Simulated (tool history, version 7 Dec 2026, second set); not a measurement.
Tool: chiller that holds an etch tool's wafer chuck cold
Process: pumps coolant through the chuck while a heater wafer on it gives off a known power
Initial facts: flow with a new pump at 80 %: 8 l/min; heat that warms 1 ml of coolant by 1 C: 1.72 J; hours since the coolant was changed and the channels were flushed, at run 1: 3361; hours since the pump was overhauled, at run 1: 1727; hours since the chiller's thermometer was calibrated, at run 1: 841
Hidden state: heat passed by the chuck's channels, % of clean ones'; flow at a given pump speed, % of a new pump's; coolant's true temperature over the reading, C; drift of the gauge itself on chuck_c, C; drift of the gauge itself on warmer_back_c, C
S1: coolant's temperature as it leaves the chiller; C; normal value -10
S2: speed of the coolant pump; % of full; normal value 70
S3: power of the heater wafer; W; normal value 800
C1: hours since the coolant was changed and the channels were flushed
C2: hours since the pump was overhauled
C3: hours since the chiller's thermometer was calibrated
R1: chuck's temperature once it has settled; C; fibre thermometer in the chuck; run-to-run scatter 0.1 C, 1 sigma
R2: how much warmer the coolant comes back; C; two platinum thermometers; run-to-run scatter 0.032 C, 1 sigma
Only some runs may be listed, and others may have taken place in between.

run 1 hour=0.0 | S1=-10 S2=70 S3=800 | C1=3361 C2=1727 C3=841 | R1=0.2 R2=4.13
run 2 hour=38.6 | S1=-18 S2=70 S3=800 | C1=3400 C2=1765 C3=879 | R1=-7.9 R2=4.12
run 3 hour=105.9 | S1=-19 S2=70 S3=800 | C1=3467 C2=1833 C3=947 | R1=-8.7 R2=4.14
-- hour=116.0 coolant pump overhauled
run 4 hour=181.1 | S1=-19 S2=70 S3=800 | C1=3538 C2=65 C3=1017 | R1=-8.9 R2=4.18
run 5 hour=250.2 | S1=-19 S2=70 S3=800 | C1=3607 C2=134 C3=1086 | R1=-8.8 R2=4.07
run 6 hour=303.1 | S1=-19 S2=65 S3=804 | C1=3660 C2=187 C3=1139 | R1=-8.3 R2=4.47
run 7 hour=357.5 | S1=-14 S2=79 S3=727 | C1=3714 C2=242 C3=1193 | R1=-5.2 R2=3.37
run 8 hour=434.8 | S1=-7 S2=70 S3=800 | C1=3791 C2=319 C3=1270 | R1=3.3 R2=4.17
run 9 hour=500.6 | S1=-7 S2=70 S3=800 | C1=3857 C2=385 C3=1336 | R1=3.2 R2=4.20
-- hour=521.6 coolant pump overhauled, once more
run 10 hour=571.4 | S1=-1 S2=66 S3=520 | C1=3923 C2=50 C3=1402 | R1=5.7 R2=2.71

Alternative continuations, all from the tool just after run 10; predict every row:
run A hour=611.7 | S1=-10 S2=70 S3=1020 | C1=3963 C2=90 C3=1442 | R1=? R2=?
run B hour=611.7 | S1=-12 S2=70 S3=800 | C1=3963 C2=90 C3=1442 | R1=? R2=?
run C hour=611.7 | S1=-10 S2=62 S3=800 | C1=3963 C2=90 C3=1442 | R1=? R2=?
run D hour=611.7 | S1=-1 S2=90 S3=1037 | C1=3963 C2=90 C3=1442 | R1=? R2=?
run E hour=611.7 | S1=-1 S2=81 S3=672 | C1=3963 C2=90 C3=1442 | R1=? R2=?

run=A R1=2.6 R2=5.04
run=B R1=-2.0 R2=3.99
run=C R1=0.7 R2=4.51
run=D R1=10.0 R2=4.02
run=E R1=6.7 R2=2.87
Stripped of hidden state, with their random variation kept, the same runs would have yielded:
run=A R1=1.8 R2=5.04
run=B R1=-2.6 R2=3.99
run=C R1=0.0 R2=4.52
run=D R1=9.3 R2=4.03
run=E R1=6.1 R2=2.87
